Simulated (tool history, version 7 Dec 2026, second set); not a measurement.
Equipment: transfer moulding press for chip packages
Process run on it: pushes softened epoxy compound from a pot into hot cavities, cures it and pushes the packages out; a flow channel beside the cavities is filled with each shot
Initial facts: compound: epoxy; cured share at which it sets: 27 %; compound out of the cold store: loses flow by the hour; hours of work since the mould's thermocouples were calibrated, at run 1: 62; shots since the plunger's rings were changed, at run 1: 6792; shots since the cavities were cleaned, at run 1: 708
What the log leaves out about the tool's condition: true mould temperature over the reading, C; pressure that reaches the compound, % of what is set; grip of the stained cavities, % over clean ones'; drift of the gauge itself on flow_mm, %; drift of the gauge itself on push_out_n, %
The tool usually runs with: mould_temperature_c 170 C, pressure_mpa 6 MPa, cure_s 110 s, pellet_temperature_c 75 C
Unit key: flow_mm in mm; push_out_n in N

run    day  mould_temperature_c  pressure_mpa  cure_s  pellet_temperature_c  hours of work since the mould's thermocouples were calibrated  shots since the plunger's rings were changed  shots since the cavities were cleaned  incoming compound's hours out of the cold store  flow_mm  push_out_n
  1      0                  170             6     110                    75                                                             62                                          6792                                    708                                             37.5      481         684
     0.321  -- plunger's sealing rings changed
  2  0.425                  170             6     110                    75                                                             67                                            28                                    794                                             36.7      505         718
  3  0.608                  170             6     110                    75                                                             70                                            77                                    843                                             47.3      470         725
       0.9  -- cavities cleaned with cleaning compound and waxed
  4  0.979                  170             6     110                    75                                                             75                                           160                                     21                                             34.2      510         453
  5  1.279                  170             6     110                    75                                                             80                                           240                                    101                                             29.4      526         485
  6  1.667                  170          7.34     110                    75                                                             86                                           345                                    206                                               35      563         543
  7  1.942                  170          7.34     110                    75                                                             90                                           419                                    280                                             47.9      520         564
  8  2.208                  170             6     110                    74                                                             94                                           490                                    351                                             32.2      520         608
  9  2.596                  170          4.84     110                    74                                                            100                                           595                                    456                                             27.8      480         629
 10  2.783                  170          4.84     110                    74                                                            103                                           646                                    507                                             44.7      423         615
 11  3.062                  170          6.88     110                    75                                                            108                                           720                                    581                                             17.8      610         687
 12  3.296                  170          6.88     110                    75                                                            111                                           783                                    644                                             39.5      531         678
 13  3.479                  170          6.88     110                    75                                                            114                                           832                                    693                                             46.1      508         680
 14  3.717                  170          5.52     117                    72                                                            118                                           896                                    757                                             37.6      481         694
 15  4.104                  170          5.52     117                    72                                                            124                                          1001                                    862                                             47.9      444         686
     4.354  -- cavities cleaned with cleaning compound and waxed
 16  4.388                  165          4.55     118                    74                                                            127                                          1060                                      9                                             10.6      524         503
 17  4.733                  168          5.99     127                    82                                                            133                                          1153                                    102                                             12.7      590         463
 18  4.929                  168          5.99     127                    82                                                            136                                          1206                                    155                                              8.4      608         516
 19  5.312                  172             6     110                    75                                                            142                                          1308                                    257                                             24.5      544         552
 20  5.562                  170             6     147                    75                                                            146                                          1376                                    325                                             27.7      532         555
 21  5.788                  166             6     109                    66                                                            149                                          1436                                    385                                             25.4      543         710
 22  6.162                  170          6.98     138                    79                                                            155                                          1537                                    486                                             18.5      607         594

Estimate the outcome of run 23 from the log above:
 23  6.392                  170          6.98     138                    79                                                            159                                          1598                                    547                                             37.3        ?           ?

flow_mm: 538 mm
push_out_n: 614 N
With no hidden state in the tool, this same run would have given flow_mm 545 mm, push_out_n 413 N.
